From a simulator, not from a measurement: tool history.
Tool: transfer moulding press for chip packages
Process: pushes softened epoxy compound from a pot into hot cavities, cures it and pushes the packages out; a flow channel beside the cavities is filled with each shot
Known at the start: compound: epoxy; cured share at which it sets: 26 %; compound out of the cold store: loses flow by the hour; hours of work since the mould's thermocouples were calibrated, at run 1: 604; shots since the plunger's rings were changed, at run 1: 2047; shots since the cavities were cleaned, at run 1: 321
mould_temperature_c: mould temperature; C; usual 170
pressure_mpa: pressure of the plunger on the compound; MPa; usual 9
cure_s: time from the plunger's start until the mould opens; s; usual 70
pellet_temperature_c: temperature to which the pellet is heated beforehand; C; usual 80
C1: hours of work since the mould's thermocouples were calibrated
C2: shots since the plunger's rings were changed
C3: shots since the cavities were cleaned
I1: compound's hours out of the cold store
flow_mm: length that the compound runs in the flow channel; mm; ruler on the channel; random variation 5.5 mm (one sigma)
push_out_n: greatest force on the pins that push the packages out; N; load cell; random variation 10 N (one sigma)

run 1 day=0 | mould_temperature_c=170 pressure_mpa=9 cure_s=70 pellet_temperature_c=80 | C1=604 C2=2047 C3=321 | I1=33.6 | flow_mm=526 push_out_n=669
run 2 day=1.388 | mould_temperature_c=170 pressure_mpa=9 cure_s=70 pellet_temperature_c=80 | C1=621 C2=2401 C3=675 | I1=8.8 | flow_mm=623 push_out_n=881
-- day=2.721 cavities cleaned with cleaning compound and waxed
run 3 day=2.858 | mould_temperature_c=170 pressure_mpa=9 cure_s=70 pellet_temperature_c=87 | C1=638 C2=2760 C3=35 | I1=30.1 | flow_mm=543 push_out_n=527
run 4 day=3.638 | mould_temperature_c=170 pressure_mpa=9 cure_s=70 pellet_temperature_c=80 | C1=648 C2=2960 C3=235 | I1=31.1 | flow_mm=523 push_out_n=664
run 5 day=5.312 | mould_temperature_c=170 pressure_mpa=9 cure_s=70 pellet_temperature_c=80 | C1=668 C2=3387 C3=662 | I1=8.1 | flow_mm=615 push_out_n=856
run 6 day=6.388 | mould_temperature_c=170 pressure_mpa=9 cure_s=70 pellet_temperature_c=80 | C1=681 C2=3663 C3=938 | I1=12.3 | flow_mm=593 push_out_n=942
-- day=6.688 cavities cleaned with cleaning compound and waxed
run 7 day=7.817 | mould_temperature_c=176 pressure_mpa=9 cure_s=70 pellet_temperature_c=80 | C1=698 C2=4011 C3=288 | I1=42 | flow_mm=474 push_out_n=627
run 8 day=9.479 | mould_temperature_c=170 pressure_mpa=9 cure_s=70 pellet_temperature_c=72 | C1=718 C2=4435 C3=712 | I1=9.4 | flow_mm=600 push_out_n=900
run 9 day=10.425 | mould_temperature_c=170 pressure_mpa=9 cure_s=70 pellet_temperature_c=72 | C1=729 C2=4678 C3=955 | I1=20.7 | flow_mm=552 push_out_n=915
-- day=10.596 mould's thermocouples calibrated
-- day=10.758 cavities cleaned with cleaning compound and waxed
run 10 day=11.908 | mould_temperature_c=170 pressure_mpa=9 cure_s=70 pellet_temperature_c=72 | C1=15 C2=5019 C3=294 | I1=17.5 | flow_mm=556 push_out_n=754
-- day=13.375 plunger's sealing rings changed
run 11 day=13.475 | mould_temperature_c=170 pressure_mpa=9 cure_s=70 pellet_temperature_c=72 | C1=33 C2=25 C3=667 | I1=11.4 | flow_mm=640 push_out_n=870
run 12 day=14.292 | mould_temperature_c=163 pressure_mpa=6.87 cure_s=70 pellet_temperature_c=87 | C1=43 C2=234 C3=876 | I1=26 | flow_mm=506 push_out_n=1284

Run 13 comes next. What will it give?
-- day=14.846 cavities cleaned with cleaning compound and waxed
run 13 day=15.05 | mould_temperature_c=176 pressure_mpa=7.75 cure_s=82 pellet_temperature_c=85 | C1=51 C2=411 C3=52 | I1=44.5 | flow_mm=? push_out_n=?

Run 13 gave flow_mm 460 mm, push_out_n 462 N.
Without the tool's hidden state the same run would have given flow_mm 464 mm, push_out_n 419 N.
